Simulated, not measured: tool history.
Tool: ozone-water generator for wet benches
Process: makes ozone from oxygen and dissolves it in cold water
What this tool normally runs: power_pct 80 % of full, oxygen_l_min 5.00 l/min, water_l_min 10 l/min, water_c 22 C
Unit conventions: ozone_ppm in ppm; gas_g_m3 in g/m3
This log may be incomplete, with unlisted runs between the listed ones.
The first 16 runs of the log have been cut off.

Run 17, hour 644.6: usual settings but water_c 17 C. Result: ozone_ppm 31.5 ppm, gas_g_m3 247.7 g/m3.
Run 18, hour 694.3: usual settings but water_c 17 C. Result: ozone_ppm 31.1 ppm, gas_g_m3 252.5 g/m3.
Run 19, hour 727.0: usual settings but oxygen_l_min 6.08 l/min. Result: ozone_ppm 27.8 ppm, gas_g_m3 230.8 g/m3.
Run 20, hour 787.6: usual settings but power_pct 70 % of full, water_c 14 C. Result: ozone_ppm 29.4 ppm, gas_g_m3 220.6 g/m3.
Run 21, hour 841.0: usual settings but power_pct 78 % of full, oxygen_l_min 5.83 l/min, water_l_min 8 l/min. Result: ozone_ppm 31.5 ppm, gas_g_m3 228.4 g/m3.
Run 22, hour 867.1: usual settings but water_l_min 15 l/min, water_c 27 C. Result: ozone_ppm 19.2 ppm, gas_g_m3 251.6 g/m3.
Run 23, hour 915.2: usual settings but oxygen_l_min 2.90 l/min, water_l_min 7 l/min, water_c 25 C. Result: ozone_ppm 35.7 ppm, gas_g_m3 320.9 g/m3.
Run 24, hour 951.7: usual settings but oxygen_l_min 2.90 l/min, water_l_min 7 l/min, water_c 25 C. Result: ozone_ppm 35.9 ppm, gas_g_m3 322.1 g/m3.
Run 25, hour 991.4: usual settings but water_l_min 15 l/min. Result: ozone_ppm 20.6 ppm, gas_g_m3 252.0 g/m3.
Run 26, hour 1026.7: usual settings but water_l_min 15 l/min. Result: ozone_ppm 20.6 ppm, gas_g_m3 250.9 g/m3.
Run 27, hour 1067.4: usual settings but oxygen_l_min 2.51 l/min, water_l_min 11 l/min. Result: ozone_ppm 26.5 ppm, gas_g_m3 342.6 g/m3.
Run 28, hour 1108.4: usual settings but power_pct 63 % of full, water_c 25 C. Result: ozone_ppm 21.2 ppm, gas_g_m3 202.2 g/m3.
Run 29, hour 1133.9: usual settings but power_pct 63 % of full, water_c 25 C. Result: ozone_ppm 21.6 ppm, gas_g_m3 202.8 g/m3.
Run 30, hour 1165.5: usual settings but power_pct 63 % of full, water_c 25 C. Result: ozone_ppm 21.0 ppm, gas_g_m3 199.5 g/m3.
Run 31, hour 1205.3: usual settings but oxygen_l_min 4.97 l/min, water_l_min 7 l/min, water_c 23 C. Result: ozone_ppm 34.8 ppm, gas_g_m3 252.4 g/m3.
Run 32, hour 1254.8: usual settings but power_pct 73 % of full, oxygen_l_min 8.89 l/min, water_l_min 7 l/min, water_c 23 C. Result: ozone_ppm 28.0 ppm, gas_g_m3 178.9 g/m3.
Run 33, hour 1303.3: usual settings but oxygen_l_min 6.99 l/min. Result: ozone_ppm 27.2 ppm, gas_g_m3 217.7 g/m3.

Alternative continuations, all from the tool just after run 33; predict every row:
Run A, hour 1356.8: usual settings but power_pct 54 % of full, oxygen_l_min 2.79 l/min. Result: ozone_ppm ?, gas_g_m3 ?.
Run B, hour 1356.8: usual settings but oxygen_l_min 6.99 l/min, water_l_min 8 l/min. Result: ozone_ppm ?, gas_g_m3 ?.
Run C, hour 1356.8: usual settings but power_pct 42 % of full. Result: ozone_ppm ?, gas_g_m3 ?.

run  ozone_ppm  gas_g_m3
  A       19.7     226.0
  B       31.1     217.1
  C       15.6     138.3
With no hidden state in the tool, these same runs would have given:
run  ozone_ppm  gas_g_m3
  A       19.7     226.1
  B       31.1     217.2
  C       15.6     138.3

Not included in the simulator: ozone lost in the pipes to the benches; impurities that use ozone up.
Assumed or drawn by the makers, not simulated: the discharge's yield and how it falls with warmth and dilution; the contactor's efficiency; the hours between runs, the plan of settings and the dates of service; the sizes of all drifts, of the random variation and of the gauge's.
